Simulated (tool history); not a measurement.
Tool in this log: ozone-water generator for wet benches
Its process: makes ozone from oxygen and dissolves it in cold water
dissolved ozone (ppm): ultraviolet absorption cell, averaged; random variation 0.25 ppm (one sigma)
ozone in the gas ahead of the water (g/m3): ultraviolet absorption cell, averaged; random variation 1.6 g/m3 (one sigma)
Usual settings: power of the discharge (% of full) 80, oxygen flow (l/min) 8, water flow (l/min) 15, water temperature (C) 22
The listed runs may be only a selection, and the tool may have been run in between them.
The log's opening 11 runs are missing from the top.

run	day	power of the discharge (% of full)	oxygen flow (l/min)	water flow (l/min)	water temperature (C)	hours of work since the electrodes were changed	hours of work since the contactor was cleaned	hours of work since the thermometer was calibrated	dissolved ozone (ppm)	ozone in the gas ahead of the water (g/m3)
12	45.371	80	8	12	22	2717	3570	3570	38.5	299.3
13	49.571	80	8	15	29	2811	3663	3663	29	296.2
# day 50.146: water thermometer calibrated
# day 51.625: contactor cleaned
14	55.304	87	8	15	29	2934	82	111	33	320.4
15	59.829	87	8	15	29	3035	182	212	33.2	318.7
16	64.421	87	8	15	29	3137	284	314	32.9	320.3
17	69.971	87	8	15	29	3260	408	437	32.4	316.6
18	72.408	95	4.17	9	29	3314	462	491	50.2	463.8
19	75	44	4.17	9	29	3372	520	549	26.8	244.5
20	79.142	86	6.19	9	16	3464	612	641	57.5	352.4
21	82.271	93	7.8	19	16	3533	681	710	38.7	335.5
22	85.838	50	11.36	15	30	3613	760	790	18.4	170.5
23	88.717	46	5.69	14	22	3677	824	854	23.8	219.5
24	92.892	80	9.48	15	22	3770	917	946	34.3	274.2
25	97.329	43	12.33	22	27	3868	1016	1045	14.3	142.9
26	102.45	77	8	15	22	3982	1130	1159	33.9	283.9
27	105.488	80	6.25	15	27	4050	1197	1226	32	327
28	108.742	80	6.25	15	27	4122	1270	1299	31.8	326.6
29	113.45	80	13.06	16	22	4226	1374	1403	30.6	232.1
30	117.296	96	12.18	24	21	4312	1460	1489	29.3	279.1
31	120.646	96	11.07	24	14	4386	1534	1563	33.7	289.3
32	125.375	96	7.08	15	15	4492	1639	1668	46.2	358.7
33	128.229	41	8	15	15	4555	1703	1732	22.8	169.2

Below are 4 alternative next runs, each starting from the tool's condition after run 33. Predict each:
A	131.875	80	8	15	19	4636	1784	1813	?	?
B	131.875	80	9.14	10	22	4636	1784	1813	?	?
C	131.875	80	7.67	15	22	4636	1784	1813	?	?
D	131.875	80	8	20	21	4636	1784	1813	?	?

run	dissolved ozone (ppm)	ozone in the gas ahead of the water (g/m3)
A	36.3	290.4
B	40.2	272.3
C	34.3	298.4
D	28.9	292.1
Without the tool's hidden state the same runs would have given:
run	dissolved ozone (ppm)	ozone in the gas ahead of the water (g/m3)
A	40.3	312.4
B	44.6	293
C	38.1	320.9
D	32.2	314.2

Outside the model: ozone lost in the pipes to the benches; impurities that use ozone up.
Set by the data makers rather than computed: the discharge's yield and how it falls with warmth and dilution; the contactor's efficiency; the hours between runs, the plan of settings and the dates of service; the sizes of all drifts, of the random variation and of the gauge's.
